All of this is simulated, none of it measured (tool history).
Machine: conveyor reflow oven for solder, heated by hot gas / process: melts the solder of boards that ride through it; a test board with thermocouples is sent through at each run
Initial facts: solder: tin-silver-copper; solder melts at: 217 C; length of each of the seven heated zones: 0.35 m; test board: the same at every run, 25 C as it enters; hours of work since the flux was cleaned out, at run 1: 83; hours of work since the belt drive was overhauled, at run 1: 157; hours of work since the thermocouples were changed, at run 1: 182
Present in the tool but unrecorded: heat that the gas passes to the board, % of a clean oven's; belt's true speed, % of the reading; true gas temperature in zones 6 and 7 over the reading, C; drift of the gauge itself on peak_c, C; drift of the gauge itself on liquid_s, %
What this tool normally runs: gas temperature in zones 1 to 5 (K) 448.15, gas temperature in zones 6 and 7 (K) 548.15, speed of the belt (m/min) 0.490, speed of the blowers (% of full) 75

run,hour,gas temperature in zones 1 to 5 (K),gas temperature in zones 6 and 7 (K),speed of the belt (m/min),speed of the blowers (% of full),hours of work since the flux was cleaned out,hours of work since the belt drive was overhauled,hours of work since the thermocouples were changed,highest temperature of the board (K),time above the solder's melting point (s)
1,0.0,448.15,548.15,0.490,75,83,157,182,533.05,70.5
2,9.2,448.15,548.15,0.490,75,87,161,186,532.95,70.6
3,24.5,448.15,554.15,0.490,75,93,167,192,538.25,73.8
4,38.5,448.15,554.15,0.490,75,99,172,197,538.05,73.7
5,48.7,459.15,554.15,0.490,75,103,177,202,539.65,79.4
6,64.7,459.15,554.15,0.490,75,109,183,208,539.85,79.3
7,75.9,459.15,554.15,0.490,75,114,188,213,540.05,79.1
8,85.4,448.15,548.15,0.490,75,117,191,216,532.55,70.6
9,92.5,448.15,548.15,0.504,75,120,194,219,531.65,67.4
10,100.1,448.15,543.15,0.504,75,123,197,222,526.85,64.7
11,107.3,448.15,543.15,0.504,75,126,200,225,526.65,64.4
12,115.8,448.15,543.15,0.504,75,130,204,229,526.95,64.3
13,128.3,448.15,548.15,0.490,75,135,209,234,532.15,70.2
14,143.1,448.15,548.15,0.490,78,141,215,240,532.85,70.5
15,158.5,448.15,548.15,0.490,75,147,221,246,532.65,69.9
16,166.7,448.15,537.15,0.490,70,150,224,249,521.75,62.1
17,182.9,462.15,537.15,0.555,72,157,231,256,520.75,58.9
18,194.8,462.15,537.15,0.555,72,162,236,260,520.75,58.7
19,207.0,443.15,551.15,0.555,72,167,241,265,528.75,56.9
20,221.4,448.15,562.15,0.448,75,172,246,271,547.55,86.5
21,234.8,460.15,550.15,0.508,75,178,252,277,534.85,74.1
# hour 241.1: flux residue cleaned out of gas plates and filters
22,254.3,460.15,540.15,0.508,75,5,258,282,525.35,67.8
23,264.5,460.15,548.15,0.508,75,9,262,287,532.15,72.4
# hour 279.5: flux residue cleaned out of gas plates and filters, once more
24,280.2,448.15,557.15,0.490,75,0,266,291,541.65,76.0
25,291.8,445.15,557.15,0.515,75,5,271,296,539.55,69.6
26,304.4,456.15,544.15,0.589,71,10,276,301,524.75,55.5
27,311.0,448.15,541.15,0.490,75,13,278,303,527.15,66.8
28,326.6,448.15,541.15,0.490,75,19,285,310,527.05,66.8
29,340.8,448.15,541.15,0.490,75,25,290,315,527.35,66.7
30,356.0,448.15,552.15,0.460,89,31,297,322,540.75,80.8

Below are 3 alternative next runs, each starting from the tool's condition after run 30. Predict each:
A,364.7,448.15,563.15,0.400,65,34,300,325,?,?
B,364.7,448.15,548.15,0.490,84,34,300,325,?,?
C,364.7,448.15,548.15,0.420,75,34,300,325,?,?

run,highest temperature of the board (K),time above the solder's melting point (s)
A,551.85,99.4
B,534.15,72.0
C,537.45,87.0
With no hidden state in the tool, these same runs would have given:
run,highest temperature of the board (K),time above the solder's melting point (s)
A,552.35,99.0
B,534.75,71.9
C,537.95,86.7
